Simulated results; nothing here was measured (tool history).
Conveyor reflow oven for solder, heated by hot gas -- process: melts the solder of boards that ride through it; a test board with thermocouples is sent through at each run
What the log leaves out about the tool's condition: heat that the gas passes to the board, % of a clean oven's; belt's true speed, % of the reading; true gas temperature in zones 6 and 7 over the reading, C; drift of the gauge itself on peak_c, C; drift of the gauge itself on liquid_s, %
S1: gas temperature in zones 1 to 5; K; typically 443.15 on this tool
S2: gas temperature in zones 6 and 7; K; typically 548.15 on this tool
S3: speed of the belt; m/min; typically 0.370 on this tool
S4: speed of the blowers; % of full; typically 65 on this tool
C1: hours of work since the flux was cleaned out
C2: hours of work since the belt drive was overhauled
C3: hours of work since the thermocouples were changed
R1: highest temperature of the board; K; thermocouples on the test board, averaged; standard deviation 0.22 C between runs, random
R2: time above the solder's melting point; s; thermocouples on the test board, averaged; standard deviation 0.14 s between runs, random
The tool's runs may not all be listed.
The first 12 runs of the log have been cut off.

Run 13, hour 188.3: usual settings but S1 451.15 K; C1 457; C2 91; C3 138. Result: R1 533.55 K, R2 81.6 s.
Run 14, hour 208.5: usual settings but S1 451.15 K; C1 466; C2 100; C3 146. Result: R1 533.15 K, R2 81.7 s.
Run 15, hour 220.6: usual settings; C1 471; C2 105; C3 152. Result: R1 531.75 K, R2 77.2 s.
Run 16, hour 239.2: usual settings; C1 479; C2 113; C3 160. Result: R1 531.65 K, R2 77.1 s.
Run 17, hour 250.6: usual settings; C1 484; C2 118; C3 164. Result: R1 532.05 K, R2 76.9 s.
At hour 263.5: flux residue cleaned out of gas plates and filters.
Run 18, hour 272.0: usual settings; C1 4; C2 125; C3 171. Result: R1 535.75 K, R2 80.7 s.
Run 19, hour 291.0: usual settings; C1 12; C2 133; C3 179. Result: R1 535.35 K, R2 80.5 s.
Run 20, hour 306.5: usual settings; C1 18; C2 139; C3 186. Result: R1 535.45 K, R2 80.2 s.
Run 21, hour 325.7: usual settings but S1 456.15 K, S2 561.15 K, S3 0.341 m/min, S4 54 % of full; C1 26; C2 147; C3 194. Result: R1 548.65 K, R2 101.1 s.
Run 22, hour 344.5: usual settings but S1 456.15 K, S2 561.15 K, S3 0.404 m/min, S4 85 % of full; C1 34; C2 155; C3 202. Result: R1 550.85 K, R2 86.1 s.
Run 23, hour 363.1: usual settings but S1 453.15 K, S4 89 % of full; C1 42; C2 163; C3 210. Result: R1 540.75 K, R2 88.4 s.
Run 24, hour 381.3: usual settings but S1 453.15 K, S4 89 % of full; C1 50; C2 171; C3 218. Result: R1 540.55 K, R2 88.5 s.
Run 25, hour 400.3: usual settings but S4 76 % of full; C1 58; C2 179; C3 226. Result: R1 537.95 K, R2 82.6 s.
Run 26, hour 417.6: usual settings but S4 76 % of full; C1 66; C2 187; C3 233. Result: R1 538.05 K, R2 82.4 s.
Run 27, hour 426.8: usual settings but S4 76 % of full; C1 70; C2 190; C3 237. Result: R1 537.55 K, R2 82.4 s.
Run 28, hour 439.4: usual settings but S1 456.15 K, S3 0.340 m/min, S4 63 % of full; C1 75; C2 196; C3 243. Result: R1 538.35 K, R2 96.2 s.
Run 29, hour 458.7: usual settings but S1 456.15 K, S3 0.340 m/min, S4 63 % of full; C1 83; C2 204; C3 251. Result: R1 538.45 K, R2 95.9 s.
Run 30, hour 475.5: usual settings but S1 456.15 K, S3 0.340 m/min, S4 63 % of full; C1 90; C2 211; C3 258. Result: R1 538.05 K, R2 96.3 s.
Run 31, hour 486.7: usual settings but S1 438.15 K, S4 77 % of full; C1 95; C2 216; C3 263. Result: R1 537.15 K, R2 80.3 s.

4 ways to go on from here, each from the tool as it stands after run 31. What would each give?
Run A, hour 508.3: usual settings but S1 448.15 K, S2 562.15 K, S3 0.345 m/min, S4 77 % of full; C1 104; C2 225; C3 272. Result: R1 ?, R2 ?.
Run B, hour 508.3: usual settings but S1 439.15 K, S4 77 % of full; C1 104; C2 225; C3 272. Result: R1 ?, R2 ?.
Run C, hour 508.3: usual settings but S3 0.328 m/min, S4 86 % of full; C1 104; C2 225; C3 272. Result: R1 ?, R2 ?.
Run D, hour 508.3: usual settings; C1 104; C2 225; C3 272. Result: R1 ?, R2 ?.

run      R1    R2
  A  553.05  98.8
  B  537.45  80.5
  C  541.15  96.8
  D  535.15  80.2
Without the tool's hidden state the same runs would have given:
run      R1    R2
  A  554.15  98.8
  B  538.65  81.1
  C  542.15  97.1
  D  536.25  80.8
